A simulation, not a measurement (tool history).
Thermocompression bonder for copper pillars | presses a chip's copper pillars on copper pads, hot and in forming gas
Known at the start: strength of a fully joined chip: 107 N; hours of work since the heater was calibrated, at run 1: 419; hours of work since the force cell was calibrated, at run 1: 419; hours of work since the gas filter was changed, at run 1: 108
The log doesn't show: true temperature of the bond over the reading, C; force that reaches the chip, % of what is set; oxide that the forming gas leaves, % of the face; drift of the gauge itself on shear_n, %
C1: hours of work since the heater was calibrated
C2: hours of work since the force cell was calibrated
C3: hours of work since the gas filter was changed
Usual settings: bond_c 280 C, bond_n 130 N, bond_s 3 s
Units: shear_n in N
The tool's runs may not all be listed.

{"run": 1, "hour": 0.0, "bond_c": 280, "bond_n": 130, "bond_s": 3, "C1": 419, "C2": 419, "C3": 108, "shear_n": 40.4}
{"run": 2, "hour": 14.1, "bond_c": 280, "bond_n": 130, "bond_s": 3, "C1": 429, "C2": 429, "C3": 118, "shear_n": 40.7}
{"hour": 25.4, "done": "forming gas filter changed"}
{"run": 3, "hour": 25.9, "bond_c": 280, "bond_n": 130, "bond_s": 3, "C1": 438, "C2": 438, "C3": 0, "shear_n": 46.0}
{"run": 4, "hour": 39.6, "bond_c": 280, "bond_n": 130, "bond_s": 3, "C1": 448, "C2": 448, "C3": 11, "shear_n": 44.8}
{"run": 5, "hour": 47.8, "bond_c": 253, "bond_n": 130, "bond_s": 3, "C1": 454, "C2": 454, "C3": 17, "shear_n": 31.2}
{"run": 6, "hour": 57.0, "bond_c": 280, "bond_n": 130, "bond_s": 4, "C1": 461, "C2": 461, "C3": 23, "shear_n": 48.1}
{"run": 7, "hour": 68.5, "bond_c": 280, "bond_n": 130, "bond_s": 4, "C1": 469, "C2": 469, "C3": 32, "shear_n": 49.2}
{"run": 8, "hour": 76.9, "bond_c": 280, "bond_n": 130, "bond_s": 6, "C1": 475, "C2": 475, "C3": 38, "shear_n": 56.3}
{"run": 9, "hour": 89.6, "bond_c": 280, "bond_n": 130, "bond_s": 6, "C1": 485, "C2": 485, "C3": 48, "shear_n": 54.9}
{"run": 10, "hour": 99.8, "bond_c": 280, "bond_n": 130, "bond_s": 6, "C1": 492, "C2": 492, "C3": 55, "shear_n": 53.0}
{"run": 11, "hour": 114.3, "bond_c": 280, "bond_n": 130, "bond_s": 6, "C1": 503, "C2": 503, "C3": 66, "shear_n": 53.6}
{"run": 12, "hour": 120.7, "bond_c": 280, "bond_n": 114, "bond_s": 3, "C1": 508, "C2": 508, "C3": 71, "shear_n": 38.1}
{"run": 13, "hour": 131.7, "bond_c": 280, "bond_n": 114, "bond_s": 3, "C1": 516, "C2": 516, "C3": 79, "shear_n": 37.1}
{"run": 14, "hour": 139.9, "bond_c": 280, "bond_n": 114, "bond_s": 3, "C1": 522, "C2": 522, "C3": 85, "shear_n": 37.0}
{"run": 15, "hour": 147.4, "bond_c": 280, "bond_n": 114, "bond_s": 3, "C1": 528, "C2": 528, "C3": 90, "shear_n": 37.9}
{"run": 16, "hour": 160.8, "bond_c": 280, "bond_n": 130, "bond_s": 3, "C1": 538, "C2": 538, "C3": 100, "shear_n": 41.1}
{"run": 17, "hour": 168.6, "bond_c": 280, "bond_n": 130, "bond_s": 3, "C1": 543, "C2": 543, "C3": 106, "shear_n": 39.7}
{"run": 18, "hour": 179.2, "bond_c": 280, "bond_n": 130, "bond_s": 3, "C1": 551, "C2": 551, "C3": 114, "shear_n": 39.4}
{"run": 19, "hour": 185.5, "bond_c": 280, "bond_n": 130, "bond_s": 3, "C1": 556, "C2": 556, "C3": 119, "shear_n": 41.5}
{"hour": 195.9, "done": "forming gas filter changed"}
{"run": 20, "hour": 197.2, "bond_c": 280, "bond_n": 130, "bond_s": 3, "C1": 564, "C2": 564, "C3": 1, "shear_n": 44.2}
{"run": 21, "hour": 211.9, "bond_c": 301, "bond_n": 130, "bond_s": 2, "C1": 575, "C2": 575, "C3": 12, "shear_n": 48.3}
{"run": 22, "hour": 222.8, "bond_c": 280, "bond_n": 167, "bond_s": 7, "C1": 583, "C2": 583, "C3": 20, "shear_n": 69.1}
{"run": 23, "hour": 234.1, "bond_c": 279, "bond_n": 128, "bond_s": 3, "C1": 591, "C2": 591, "C3": 28, "shear_n": 41.4}
{"run": 24, "hour": 246.9, "bond_c": 286, "bond_n": 128, "bond_s": 3, "C1": 601, "C2": 601, "C3": 38, "shear_n": 45.4}
{"run": 25, "hour": 261.7, "bond_c": 304, "bond_n": 135, "bond_s": 2, "C1": 612, "C2": 612, "C3": 49, "shear_n": 49.9}
{"run": 26, "hour": 274.4, "bond_c": 270, "bond_n": 184, "bond_s": 2, "C1": 621, "C2": 621, "C3": 58, "shear_n": 42.0}
{"run": 27, "hour": 287.3, "bond_c": 258, "bond_n": 184, "bond_s": 2, "C1": 631, "C2": 631, "C3": 68, "shear_n": 34.3}
{"run": 28, "hour": 294.5, "bond_c": 300, "bond_n": 130, "bond_s": 7, "C1": 636, "C2": 636, "C3": 73, "shear_n": 66.8}

The next listed run, before its measurement:
{"run": 29, "hour": 305.2, "bond_c": 295, "bond_n": 149, "bond_s": 4, "C1": 644, "C2": 644, "C3": 81, "shear_n": "?"}

Run 29 gave shear_n 59.1 N.
Without the tool's hidden state the same run would have given shear_n 66.0 N.
